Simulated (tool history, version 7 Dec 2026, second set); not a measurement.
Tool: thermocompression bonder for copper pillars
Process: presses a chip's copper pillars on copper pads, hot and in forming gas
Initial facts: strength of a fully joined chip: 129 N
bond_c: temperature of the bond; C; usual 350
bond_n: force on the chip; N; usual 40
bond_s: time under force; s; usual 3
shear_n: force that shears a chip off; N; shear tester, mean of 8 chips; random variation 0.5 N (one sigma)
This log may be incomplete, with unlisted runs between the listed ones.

run   hour  bond_c  bond_n  bond_s  shear_n
  1    0.0     350      40       3     78.4
  2   23.3     346      40       3     77.8
  3   53.7     350      40       5     90.6
  4   75.4     350      40       5     90.6
     107.7  -- forming gas filter changed
  5  122.5     350      40       5     94.1
  6  160.1     350      40       5     92.4
  7  208.2     362      40       3     87.2
  8  237.7     362      40       3     86.3
  9  265.8     362      38       3     83.5
 10  314.4     362      38       3     82.7
 11  340.3     350      40       2     71.3
 12  388.7     362      40       3     86.9
 13  418.5     362      40       3     86.6
     428.4  -- forming gas filter changed
 14  442.7     350      40       3     81.4
 15  468.4     345      59       3    105.4
 16  504.2     338      31       7     76.6

Predict the results of run 17:
 17  548.5     362      31       5        ?

{"run 17": {"shear_n": 82.3}}
On a tool with no hidden condition, and with the same random variation, this run would have come out at shear_n 81.3 N.
